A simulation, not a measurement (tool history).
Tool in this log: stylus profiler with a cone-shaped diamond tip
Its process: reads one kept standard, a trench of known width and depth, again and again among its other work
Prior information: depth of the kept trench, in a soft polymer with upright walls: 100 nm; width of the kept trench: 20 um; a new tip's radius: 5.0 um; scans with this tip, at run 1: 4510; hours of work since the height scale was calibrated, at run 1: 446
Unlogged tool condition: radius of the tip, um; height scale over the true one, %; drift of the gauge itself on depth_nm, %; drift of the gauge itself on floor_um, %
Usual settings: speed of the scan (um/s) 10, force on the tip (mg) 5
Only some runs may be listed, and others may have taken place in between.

| run | day | speed of the scan (um/s) | force on the tip (mg) | scans with this tip | hours of work since the height scale was calibrated | depth of the trench (Å) | width of the trench's floor (um) |
|---|---|---|---|---|---|---|---|
| 1 | 0 | 10 | 5 | 4510 | 446 | 1020.1 | 17.95 |
| 2 | 1.175 | 4 | 5 | 4723 | 467 | 1020.3 | 17.97 |
| 3 | 2.079 | 4 | 5 | 4886 | 483 | 1021.2 | 17.94 |
| 4 | 2.942 | 10 | 8.93 | 5042 | 498 | 1030.6 | 17.97 |
| 5 | 4.129 | 10 | 5.01 | 5258 | 519 | 1020.3 | 17.99 |
| 6 | 5.533 | 10 | 5.01 | 5512 | 544 | 1021.5 | 17.9 |
| 7 | 6.496 | 10 | 5.01 | 5686 | 562 | 1020.8 | 17.99 |
| 8 | 8.071 | 10 | 5.01 | 5971 | 590 | 1021.2 | 17.94 |
| 9 | 9.467 | 10 | 11.51 | 6223 | 615 | 1036.6 | 17.96 |
| 10 | 10.4 | 10 | 11.51 | 6392 | 631 | 1036.8 | 18.02 |
| 11 | 12.246 | 6 | 5 | 6727 | 664 | 1020.8 | 17.99 |
| 12 | 13.754 | 6 | 5 | 6999 | 691 | 1021.2 | 18 |
| 13 | 15.429 | 6 | 5 | 7303 | 721 | 1020.4 | 17.99 |
| 14 | 17.042 | 10 | 8.61 | 7594 | 750 | 1030.1 | 17.95 |
| 15 | 18.071 | 10 | 4.67 | 7780 | 769 | 1020 | 17.87 |
| 16 | 19.758 | 10 | 4.67 | 8086 | 799 | 1019.8 | 17.92 |
| 17 | 21.025 | 10 | 4.67 | 8315 | 821 | 1020.4 | 17.97 |
| 18 | 22.342 | 11 | 4.67 | 8554 | 845 | 1020.1 | 17.93 |
| 19 | 23.742 | 11 | 4.67 | 8807 | 870 | 1020.5 | 17.92 |
| 20 | 25.396 | 11 | 4.67 | 9107 | 900 | 1020.4 | 17.88 |
| 21 | 26.667 | 11 | 4.67 | 9336 | 922 | 1019.8 | 17.94 |
| 22 | 27.704 | 25 | 5 | 9524 | 941 | 1020.3 | 17.89 |
| 23 | 28.921 | 10 | 5 | 9744 | 963 | 1021.1 | 17.93 |
| 24 | 30.046 | 3 | 10.53 | 9948 | 983 | 1033.9 | 17.96 |
|  | 30.438 | new tip fitted, height scale calibrated |
| 25 | 31.05 | 29 | 4.63 | 111 | 11 | 1019.7 | 17.88 |
| 26 | 32.846 | 29 | 4.63 | 435 | 43 | 1021.1 | 17.87 |
| 27 | 34.225 | 29 | 4.63 | 685 | 68 | 1020.1 | 17.89 |
| 28 | 35.733 | 29 | 6.66 | 958 | 95 | 1024.4 | 17.84 |
| 29 | 36.879 | 25 | 6.3 | 1166 | 115 | 1023.7 | 17.94 |
| 30 | 37.733 | 3 | 9.07 | 1320 | 130 | 1030.7 | 18.03 |
| 31 | 38.496 | 3 | 9.07 | 1458 | 144 | 1031.6 | 17.95 |
| 32 | 39.371 | 7 | 10.59 | 1616 | 160 | 1034.7 | 18.03 |
| 33 | 40.642 | 11 | 3.15 | 1847 | 182 | 1014.9 | 17.99 |
| 34 | 42.171 | 23 | 2.95 | 2123 | 210 | 1013.9 | 17.85 |
| 35 | 43.646 | 23 | 2.95 | 2390 | 236 | 1014 | 17.86 |
| 36 | 44.596 | 15 | 11.7 | 2562 | 253 | 1037.3 | 17.89 |
| 37 | 46.096 | 15 | 11.7 | 2834 | 280 | 1038.2 | 17.94 |
| 38 | 47.642 | 4 | 1.72 | 3113 | 308 | 1011.2 | 17.91 |
| 39 | 48.608 | 12 | 2.94 | 3288 | 325 | 1014.8 | 17.96 |
| 40 | 49.962 | 17 | 6.9 | 3534 | 349 | 1025.7 | 17.87 |
| 41 | 50.846 | 17 | 2.66 | 3693 | 365 | 1013.5 | 17.87 |
| 42 | 52.058 | 6 | 5 | 3913 | 387 | 1020.6 | 18 |
| 43 | 53.271 | 38 | 9.79 | 4132 | 408 | 1032.1 | 17.9 |
| 44 | 54.517 | 2 | 2.02 | 4357 | 430 | 1012 | 17.99 |
| 45 | 56.204 | 9 | 2.37 | 4663 | 461 | 1012.7 | 17.93 |
| 46 | 57.971 | 22 | 7.78 | 4983 | 492 | 1028.4 | 17.92 |

The logged runs with the hidden state left out (each run's random variation unchanged):
| run | width of the trench's floor (um) |
|---|---|
| 1 | 17.96 |
| 2 | 17.98 |
| 3 | 17.95 |
| 4 | 17.98 |
| 5 | 18 |
| 6 | 17.91 |
| 7 | 18 |
| 8 | 17.96 |
| 9 | 17.97 |
| 10 | 18.03 |
| 11 | 18 |
| 12 | 18.01 |
| 13 | 18 |
| 14 | 17.97 |
| 15 | 17.89 |
| 16 | 17.94 |
| 17 | 17.99 |
| 18 | 17.95 |
| 19 | 17.94 |
| 20 | 17.9 |
| 21 | 17.96 |
| 22 | 17.91 |
| 23 | 17.95 |
| 24 | 17.99 |
| 25 | 17.88 |
| 26 | 17.87 |
| 27 | 17.89 |
| 28 | 17.84 |
| 29 | 17.94 |
| 30 | 18.03 |
| 31 | 17.95 |
| 32 | 18.03 |
| 33 | 17.99 |
| 34 | 17.85 |
| 35 | 17.86 |
| 36 | 17.89 |
| 37 | 17.95 |
| 38 | 17.92 |
| 39 | 17.96 |
| 40 | 17.88 |
| 41 | 17.88 |
| 42 | 18.01 |
| 43 | 17.91 |
| 44 | 18 |
| 45 | 17.94 |
| 46 | 17.93 |
depth of the trench (Å) without the hidden state stays within 0.1 of what was measured, in all runs.
